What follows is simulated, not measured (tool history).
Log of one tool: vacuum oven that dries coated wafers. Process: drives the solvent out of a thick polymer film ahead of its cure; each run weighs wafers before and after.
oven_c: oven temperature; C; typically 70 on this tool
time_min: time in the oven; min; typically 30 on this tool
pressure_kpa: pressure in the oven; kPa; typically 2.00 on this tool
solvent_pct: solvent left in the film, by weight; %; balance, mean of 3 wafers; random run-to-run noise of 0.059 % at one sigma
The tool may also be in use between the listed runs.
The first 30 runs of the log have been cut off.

run	hour	oven_c	time_min	pressure_kpa	hours of work since the thermocouples were calibrated	hours of work since the vacuum gauge was cleaned of residue	solvent_pct
31	1601.2	70	34	4.89	1131	914	6.21
32	1640.7	70	34	4.89	1149	932	6.09
33	1703.0	70	34	4.89	1178	961	6.11
34	1735.8	70	34	4.89	1194	977	6.18
35	1795.4	70	34	4.89	1222	1005	6.20
36	1837.6	70	34	4.89	1241	1025	6.07
37	1893.6	59	22	2.00	1268	1051	9.03
38	1925.0	69	23	2.00	1282	1065	4.09
39	1977.6	66	21	2.00	1307	1090	5.79
40	2018.6	66	21	2.00	1326	1109	5.72
41	2076.0	66	36	1.66	1353	1136	3.61
42	2120.6	70	35	2.00	1374	1157	3.14
43	2159.7	64	47	2.33	1392	1175	4.40
44	2231.7	70	24	2.10	1426	1209	3.71
45	2303.5	85	52	4.05	1460	1243	2.55
46	2336.1	85	52	4.05	1475	1258	2.66
47	2404.7	81	29	4.76	1507	1290	3.69

Forecast each of these 4 alternatives for the next run:
A	2454.2	70	51	2.00	1530	1313	?
B	2454.2	70	18	2.00	1530	1313	?
C	2454.2	58	30	2.00	1530	1313	?
D	2454.2	83	29	4.76	1530	1313	?

run	solvent_pct
A	2.79
B	4.73
C	8.24
D	3.39
Without the tool's hidden state the same runs would have given:
run	solvent_pct
A	2.40
B	4.88
C	8.33
D	3.26

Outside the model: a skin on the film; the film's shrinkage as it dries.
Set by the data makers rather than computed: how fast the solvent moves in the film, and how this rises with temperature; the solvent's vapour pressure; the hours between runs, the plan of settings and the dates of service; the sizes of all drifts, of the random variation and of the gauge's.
